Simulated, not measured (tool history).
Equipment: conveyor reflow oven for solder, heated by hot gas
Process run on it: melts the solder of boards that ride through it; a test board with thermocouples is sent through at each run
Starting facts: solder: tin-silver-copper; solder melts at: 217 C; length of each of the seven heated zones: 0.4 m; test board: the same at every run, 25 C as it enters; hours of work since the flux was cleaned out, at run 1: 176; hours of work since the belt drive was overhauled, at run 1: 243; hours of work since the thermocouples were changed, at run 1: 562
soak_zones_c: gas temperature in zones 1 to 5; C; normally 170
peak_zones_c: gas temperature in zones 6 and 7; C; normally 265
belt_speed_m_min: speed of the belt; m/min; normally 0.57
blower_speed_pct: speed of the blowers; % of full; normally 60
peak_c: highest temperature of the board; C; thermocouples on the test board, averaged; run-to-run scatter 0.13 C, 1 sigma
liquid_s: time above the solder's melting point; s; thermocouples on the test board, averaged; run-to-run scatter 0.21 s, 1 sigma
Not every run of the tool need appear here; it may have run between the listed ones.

| run | hour | soak_zones_c | peak_zones_c | belt_speed_m_min | blower_speed_pct | hours of work since the flux was cleaned out | hours of work since the belt drive was overhauled | hours of work since the thermocouples were changed | peak_c | liquid_s |
|---|---|---|---|---|---|---|---|---|---|---|
| 1 | 0 | 170 | 265 | 0.57 | 60 | 176 | 243 | 562 | 243.2 | 50.5 |
| 2 | 12.5 | 170 | 265 | 0.57 | 86 | 186 | 253 | 572 | 251.2 | 61 |
| 3 | 27.5 | 157 | 265 | 0.57 | 60 | 198 | 265 | 584 | 239.8 | 42.4 |
| 4 | 38.8 | 157 | 265 | 0.57 | 60 | 207 | 274 | 593 | 239.8 | 42.4 |
| 5 | 52.2 | 157 | 265 | 0.57 | 60 | 218 | 285 | 603 | 239.3 | 42.5 |
| 6 | 71.4 | 170 | 262 | 0.57 | 60 | 233 | 300 | 619 | 240.2 | 47.3 |
| 7 | 94.1 | 170 | 265 | 0.57 | 83 | 251 | 318 | 637 | 250.1 | 59.3 |
| 8 | 116.6 | 170 | 265 | 0.57 | 60 | 269 | 336 | 655 | 242.7 | 49.3 |
|  | 124 | flux residue cleaned out of gas plates and filters |
| 9 | 132.1 | 170 | 265 | 0.57 | 60 | 6 | 344 | 663 | 244.8 | 53.2 |
| 10 | 153.3 | 170 | 253 | 0.57 | 60 | 23 | 361 | 680 | 235.1 | 41.3 |
| 11 | 166.9 | 170 | 253 | 0.57 | 60 | 34 | 372 | 691 | 235.1 | 41.1 |
| 12 | 181.5 | 170 | 265 | 0.57 | 60 | 46 | 383 | 702 | 244.8 | 52.7 |
| 13 | 202.7 | 170 | 265 | 0.57 | 60 | 62 | 400 | 719 | 244.4 | 52.5 |
| 14 | 215.8 | 170 | 265 | 0.57 | 60 | 73 | 411 | 729 | 244.6 | 52.4 |
| 15 | 227.1 | 170 | 265 | 0.57 | 60 | 82 | 420 | 738 | 244.4 | 52.3 |
| 16 | 239.3 | 172 | 265 | 0.57 | 60 | 92 | 429 | 748 | 245 | 53.8 |
| 17 | 253.9 | 172 | 265 | 0.57 | 60 | 103 | 441 | 760 | 244.7 | 53.5 |
| 18 | 271.4 | 172 | 275 | 0.46 | 60 | 117 | 455 | 774 | 261 | 85 |
| 19 | 287.7 | 185 | 254 | 0.631 | 69 | 130 | 468 | 786 | 238.3 | 46.7 |
| 20 | 304.7 | 185 | 254 | 0.631 | 69 | 143 | 481 | 800 | 238.2 | 47 |
| 21 | 324.4 | 185 | 254 | 0.631 | 69 | 159 | 497 | 816 | 238.2 | 46.6 |
| 22 | 337.3 | 185 | 254 | 0.631 | 69 | 169 | 507 | 826 | 237.9 | 46.7 |
| 23 | 355.5 | 185 | 254 | 0.631 | 69 | 184 | 522 | 840 | 237.7 | 46.4 |
| 24 | 366.1 | 177 | 254 | 0.643 | 69 | 192 | 530 | 849 | 235.1 | 38.6 |
| 25 | 382.7 | 170 | 265 | 0.541 | 57 | 205 | 543 | 862 | 244.4 | 55.2 |
| 26 | 396.1 | 183 | 260 | 0.638 | 57 | 216 | 554 | 873 | 237 | 41.4 |
| 27 | 407.9 | 183 | 260 | 0.638 | 57 | 225 | 563 | 882 | 237.1 | 41.5 |
| 28 | 426.8 | 157 | 264 | 0.469 | 62 | 240 | 578 | 897 | 247.9 | 65 |
| 29 | 442.3 | 157 | 264 | 0.469 | 62 | 253 | 591 | 909 | 248 | 64.7 |
| 30 | 452 | 182 | 254 | 0.57 | 60 | 260 | 598 | 917 | 237.4 | 48.6 |

What if the next run were any one of these 3? Each begins from the tool's condition after run 30:
|  | 470.1 | flux residue cleaned out of gas plates and filters |
| A | 479.4 | 182 | 266 | 0.465 | 70 | 7 | 616 | 935 | ? | ? |
|  | 470.1 | flux residue cleaned out of gas plates and filters |
| B | 479.4 | 170 | 273 | 0.57 | 60 | 7 | 616 | 935 | ? | ? |
|  | 470.1 | flux residue cleaned out of gas plates and filters |
| C | 479.4 | 184 | 254 | 0.643 | 70 | 7 | 616 | 935 | ? | ? |

| run | peak_c | liquid_s |
|---|---|---|
| A | 258.5 | 88.6 |
| B | 252.6 | 60.3 |
| C | 239.7 | 47.6 |
The same runs, with their run-to-run variation unchanged, on a tool lacking any hidden condition would have given:
| run | peak_c | liquid_s |
|---|---|---|
| A | 255.6 | 85.8 |
| B | 249.8 | 57.4 |
| C | 237.1 | 44.2 |
